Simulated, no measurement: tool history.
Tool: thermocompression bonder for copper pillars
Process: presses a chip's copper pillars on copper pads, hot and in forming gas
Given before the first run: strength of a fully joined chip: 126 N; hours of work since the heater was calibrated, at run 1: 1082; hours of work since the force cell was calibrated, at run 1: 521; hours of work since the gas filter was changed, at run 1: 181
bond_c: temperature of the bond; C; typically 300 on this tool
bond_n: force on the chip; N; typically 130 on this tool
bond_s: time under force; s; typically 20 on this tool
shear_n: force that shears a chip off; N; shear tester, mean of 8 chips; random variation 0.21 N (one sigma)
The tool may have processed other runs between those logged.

run   hour  bond_c  bond_n  bond_s  hours of work since the heater was calibrated  hours of work since the force cell was calibrated  hours of work since the gas filter was changed  shear_n
  1    0.0     300     130      20                                           1082                                                521                                             181     95.9
  2   15.7     300     130      20                                           1090                                                529                                             189     96.1
  3   43.6     300     130      20                                           1105                                                544                                             203     96.2
  4   62.4     300     130      20                                           1114                                                553                                             213     95.8
      81.0  -- heater calibrated with a thermocouple chip
  5   87.7     300     130      20                                              3                                                565                                             225     93.0
  6  115.9     300     130      20                                             18                                                580                                             239     92.9
  7  143.6     300     130      31                                             32                                                594                                             253    101.3
  8  170.8     300     130      31                                             46                                                608                                             267    101.7
  9  201.2     300      93      20                                             62                                                623                                             283     80.5
 10  223.0     300     130      20                                             73                                                635                                             294     92.9
 11  245.9     300     130      20                                             85                                                646                                             306     92.5
 12  276.0     300     130      20                                            100                                                662                                             321     92.4
 13  306.8     300     130      20                                            116                                                678                                             337     92.4
 14  325.7     300     130      20                                            126                                                687                                             347     92.7
 15  351.4     300     130      20                                            139                                                700                                             360     92.4
 16  364.5     317     130      20                                            145                                                707                                             367    102.6
 17  380.8     317     130      20                                            154                                                715                                             375    102.6
 18  411.0     308     130      20                                            169                                                731                                             390     97.6
 19  432.4     308     130      20                                            180                                                742                                             401     97.5
     436.4  -- forming gas filter changed
 20  449.7     308     130      20                                            189                                                751                                               7    100.6
 21  478.0     300     149      20                                            203                                                765                                              21    100.2
 22  506.4     300     149      20                                            218                                                780                                              36    100.2
 23  536.9     300     149      20                                            234                                                795                                              52    100.0
 24  553.4     300     140      20                                            242                                                804                                              60     97.7
     556.2  -- force cell calibrated
 25  572.2     271     130      20                                            251                                                  8                                              69     73.4
 26  596.1     322     134      19                                            263                                                 20                                              81    108.7
 27  613.3     322     141      19                                            272                                                 29                                              90    110.1
 28  635.0     322     141      19                                            283                                                 40                                             101    109.8
 29  652.4     322     141      19                                            292                                                 49                                             110    109.7
 30  669.9     330     163      20                                            301                                                 58                                             119    116.7
 31  684.0     307     114      20                                            308                                                 66                                             126     95.7
 32  697.0     281     158      38                                            315                                                 72                                             133    101.9
     704.2  -- force cell calibrated, once more
 33  722.5     281     158      38                                            327                                                  9                                             145    100.2
 34  744.1     300     150      20                                            339                                                 20                                             156     98.7
 35  761.9     300     130      14                                            348                                                 30                                             165     85.4
 36  785.7     300     130      14                                            360                                                 42                                             178     85.2
 37  803.6     314      86      14                                            369                                                 51                                             187     79.4
 38  824.0     314      86      14                                            379                                                 61                                             197     79.7
 39  853.0     315      86      31                                            394                                                 76                                             212     97.3

5 ways to go on from here, each from the tool as it stands after run 39. What would each give?
  A  874.1     304     165      17                                            405                                                 87                                             223        ?
  B  874.1     328     159      28                                            405                                                 87                                             223        ?
  C  874.1     310      86      12                                            405                                                 87                                             223        ?
  D  874.1     324      87      46                                            405                                                 87                                             223        ?
  E  874.1     298     130      18                                            405                                                 87                                             223        ?

run  shear_n
  A    100.4
  B    117.6
  C     73.1
  D    109.6
  E     89.2
Without the tool's unlogged condition, the same runs would have read:
run  shear_n
  A    100.6
  B    119.1
  C     72.5
  D    110.4
  E     88.9
